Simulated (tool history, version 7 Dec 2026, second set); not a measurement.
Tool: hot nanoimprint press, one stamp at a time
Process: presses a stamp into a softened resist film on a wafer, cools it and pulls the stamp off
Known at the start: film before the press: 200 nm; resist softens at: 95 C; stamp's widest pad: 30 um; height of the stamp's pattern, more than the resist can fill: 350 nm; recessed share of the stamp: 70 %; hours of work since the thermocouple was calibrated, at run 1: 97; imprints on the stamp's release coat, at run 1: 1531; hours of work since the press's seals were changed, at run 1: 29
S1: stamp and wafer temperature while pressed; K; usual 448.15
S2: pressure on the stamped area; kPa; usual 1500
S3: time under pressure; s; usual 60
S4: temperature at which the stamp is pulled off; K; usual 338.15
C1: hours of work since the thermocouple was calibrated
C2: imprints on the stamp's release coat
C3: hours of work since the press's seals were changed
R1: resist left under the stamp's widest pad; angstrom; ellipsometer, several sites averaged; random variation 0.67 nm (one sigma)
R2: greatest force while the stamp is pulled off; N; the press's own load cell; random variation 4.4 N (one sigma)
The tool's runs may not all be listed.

| run | hour | S1 | S2 | S3 | S4 | C1 | C2 | C3 | R1 | R2 |
|---|---|---|---|---|---|---|---|---|---|---|
| 1 | 0 | 448.15 | 1500 | 60 | 338.15 | 97 | 1531 | 29 | 757 | 288 |
| 2 | 8.7 | 448.15 | 1500 | 60 | 338.15 | 103 | 1573 | 34 | 747 | 296 |
| 3 | 18.7 | 448.15 | 1100 | 60 | 338.15 | 109 | 1621 | 40 | 903 | 294 |
| 4 | 25.9 | 448.15 | 1890 | 60 | 338.15 | 113 | 1655 | 44 | 654 | 294 |
| 5 | 32.2 | 448.15 | 1250 | 60 | 338.15 | 117 | 1685 | 48 | 838 | 306 |
| 6 | 39.2 | 448.15 | 1500 | 60 | 338.15 | 121 | 1719 | 53 | 755 | 305 |
| 7 | 46.4 | 438.15 | 1500 | 60 | 338.15 | 126 | 1754 | 57 | 987 | 299 |
| 8 | 50.9 | 448.15 | 1500 | 60 | 338.15 | 128 | 1775 | 60 | 764 | 288 |
| 9 | 60.7 | 448.15 | 1500 | 60 | 338.15 | 134 | 1822 | 66 | 762 | 298 |
| 10 | 65.4 | 448.15 | 1500 | 60 | 338.15 | 137 | 1845 | 69 | 758 | 312 |
|  | 69.1 | plate thermocouple calibrated |
| 11 | 73.7 | 442.15 | 1500 | 60 | 338.15 | 3 | 1870 | 72 | 888 | 309 |
| 12 | 79.5 | 442.15 | 1500 | 60 | 338.15 | 6 | 1898 | 75 | 887 | 311 |
| 13 | 85.8 | 442.15 | 1500 | 60 | 338.15 | 10 | 1928 | 79 | 884 | 312 |
| 14 | 95.9 | 442.15 | 1500 | 60 | 338.15 | 16 | 1977 | 85 | 885 | 306 |
| 15 | 101.7 | 442.15 | 1500 | 60 | 338.15 | 20 | 2005 | 89 | 904 | 307 |
| 16 | 106.6 | 458.15 | 2280 | 39 | 338.15 | 23 | 2028 | 92 | 537 | 304 |
| 17 | 112.3 | 441.15 | 2010 | 39 | 326.15 | 26 | 2055 | 95 | 912 | 384 |
| 18 | 118.3 | 446.15 | 1820 | 39 | 336.15 | 30 | 2084 | 99 | 842 | 334 |
|  | 127 | plate thermocouple calibrated, once more |
| 19 | 129.5 | 448.15 | 1500 | 62 | 338.15 | 2 | 2123 | 104 | 736 | 307 |
| 20 | 134.2 | 454.15 | 1320 | 60 | 338.15 | 4 | 2146 | 107 | 686 | 314 |
| 21 | 138.8 | 455.15 | 1380 | 67 | 341.15 | 7 | 2168 | 110 | 633 | 308 |
|  | 146.3 | stamp cleaned and given a new release coat |
| 22 | 150.4 | 444.15 | 1280 | 87 | 345.15 | 11 | 20 | 113 | 800 | 183 |
| 23 | 160.3 | 444.15 | 1280 | 87 | 345.15 | 17 | 67 | 119 | 810 | 190 |
| 24 | 169.4 | 440.15 | 1290 | 105 | 325.15 | 22 | 111 | 125 | 835 | 262 |
| 25 | 178 | 447.15 | 1500 | 92 | 338.15 | 28 | 152 | 130 | 664 | 216 |
| 26 | 185.4 | 447.15 | 2050 | 92 | 338.15 | 32 | 188 | 135 | 536 | 221 |
| 27 | 190.5 | 458.15 | 1480 | 61 | 338.15 | 35 | 212 | 138 | 587 | 225 |
| 28 | 198.1 | 458.15 | 1480 | 61 | 338.15 | 40 | 249 | 143 | 580 | 225 |
| 29 | 202.9 | 457.15 | 1480 | 75 | 338.15 | 43 | 272 | 145 | 553 | 226 |

4 ways to go on from here, each from the tool as it stands after run 29. What would each give?
| A | 210.8 | 457.15 | 1480 | 31 | 338.15 | 48 | 310 | 150 | ? | ? |
| B | 210.8 | 457.15 | 2240 | 75 | 331.15 | 48 | 310 | 150 | ? | ? |
| C | 210.8 | 448.15 | 1500 | 60 | 333.15 | 48 | 310 | 150 | ? | ? |
| D | 210.8 | 455.15 | 1480 | 75 | 334.15 | 48 | 310 | 150 | ? | ? |

| run | R1 | R2 |
|---|---|---|
| A | 760 | 233 |
| B | 431 | 259 |
| C | 750 | 251 |
| D | 591 | 249 |
Without the tool's hidden state the same runs would have given:
| run | R1 | R2 |
|---|---|---|
| A | 757 | 219 |
| B | 428 | 244 |
| C | 748 | 236 |
| D | 589 | 234 |

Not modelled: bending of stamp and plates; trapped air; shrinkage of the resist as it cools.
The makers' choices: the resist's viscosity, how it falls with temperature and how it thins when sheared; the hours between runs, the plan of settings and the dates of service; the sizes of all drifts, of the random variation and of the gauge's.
